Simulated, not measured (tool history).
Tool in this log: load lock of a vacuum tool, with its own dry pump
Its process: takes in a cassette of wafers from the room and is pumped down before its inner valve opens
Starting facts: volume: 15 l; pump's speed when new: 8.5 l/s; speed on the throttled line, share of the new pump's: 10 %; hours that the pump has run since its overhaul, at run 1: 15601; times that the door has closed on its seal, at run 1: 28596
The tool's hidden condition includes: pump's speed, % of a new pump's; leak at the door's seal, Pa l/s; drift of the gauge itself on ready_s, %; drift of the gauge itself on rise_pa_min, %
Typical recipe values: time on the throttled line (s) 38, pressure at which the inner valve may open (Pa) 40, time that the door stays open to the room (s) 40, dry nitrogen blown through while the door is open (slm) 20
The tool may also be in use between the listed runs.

| run | hour | time on the throttled line (s) | pressure at which the inner valve may open (Pa) | time that the door stays open to the room (s) | dry nitrogen blown through while the door is open (slm) | hours that the pump has run since its overhaul | times that the door has closed on its seal | incoming humidity of the room's air, % | time from the closed door until the inner valve may open (s) | rise of the pressure with all valves shut (Pa/min) |
|---|---|---|---|---|---|---|---|---|---|---|
| 1 | 0 | 38 | 40 | 40 | 20 | 15601 | 28596 | 44.8 | 50.7 | 0.297 |
|  | 149.3 | dry pump taken out, an overhauled one fitted |
| 2 | 320.1 | 38 | 40 | 40 | 20 | 171 | 29356 | 45.4 | 48 | 0.311 |
| 3 | 696.5 | 38 | 40 | 40 | 20 | 547 | 30267 | 43.8 | 48 | 0.315 |
| 4 | 1041.5 | 38 | 40 | 40 | 20 | 892 | 31103 | 43.3 | 47.8 | 0.331 |
| 5 | 1338.1 | 38 | 40 | 40 | 20 | 1189 | 31821 | 43 | 48 | 0.334 |
| 6 | 1598.7 | 38 | 40 | 40 | 20 | 1449 | 32452 | 45.3 | 48.2 | 0.342 |
| 7 | 2071.7 | 38 | 40 | 40 | 20 | 1922 | 33597 | 42.9 | 48 | 0.358 |
| 8 | 2295.5 | 38 | 40 | 40 | 20 | 2146 | 34139 | 41 | 48.3 | 0.357 |
| 9 | 2586.4 | 38 | 40 | 191 | 20 | 2437 | 34843 | 49.6 | 48 | 0.427 |
| 10 | 2803.4 | 47 | 40 | 134 | 17 | 2654 | 35368 | 48.5 | 56.4 | 0.427 |
| 11 | 3068.4 | 47 | 40 | 134 | 17 | 2919 | 36010 | 46.4 | 56.8 | 0.44 |
| 12 | 3261.2 | 38 | 32 | 40 | 24 | 3112 | 36476 | 39.9 | 48.7 | 0.39 |
| 13 | 3675.1 | 50 | 32 | 40 | 5 | 3526 | 37478 | 44.4 | 59.1 | 0.435 |
| 14 | 4002 | 24 | 40 | 97 | 7 | 3853 | 38270 | 44.8 | 36.3 | 0.478 |
| 15 | 4464.8 | 28 | 46 | 41 | 5 | 4315 | 39390 | 45.5 | 39.3 | 0.464 |
| 16 | 4663.3 | 28 | 46 | 41 | 5 | 4514 | 39871 | 44 | 39.7 | 0.474 |

Below are 4 alternative next runs, each starting from the tool's condition after run 16. Predict each:
| A | 5092.3 | 30 | 40 | 41 | 20 | 4943 | 40909 | 44.5 | ? | ? |
| B | 5092.3 | 38 | 50 | 40 | 20 | 4943 | 40909 | 46.9 | ? | ? |
| C | 5092.3 | 51 | 40 | 94 | 5 | 4943 | 40909 | 43.1 | ? | ? |
| D | 5092.3 | 23 | 39 | 40 | 20 | 4943 | 40909 | 43.7 | ? | ? |

| run | time from the closed door until the inner valve may open (s) | rise of the pressure with all valves shut (Pa/min) |
|---|---|---|
| A | 41.4 | 0.457 |
| B | 48.4 | 0.461 |
| C | 60.3 | 0.504 |
| D | 35 | 0.464 |
Stripped of hidden state, with their random variation kept, the same runs would have yielded:
| run | time from the closed door until the inner valve may open (s) | rise of the pressure with all valves shut (Pa/min) |
|---|---|---|
| A | 40.7 | 0.066 |
| B | 47.7 | 0.071 |
| C | 59.7 | 0.12 |
| D | 34.3 | 0.07 |
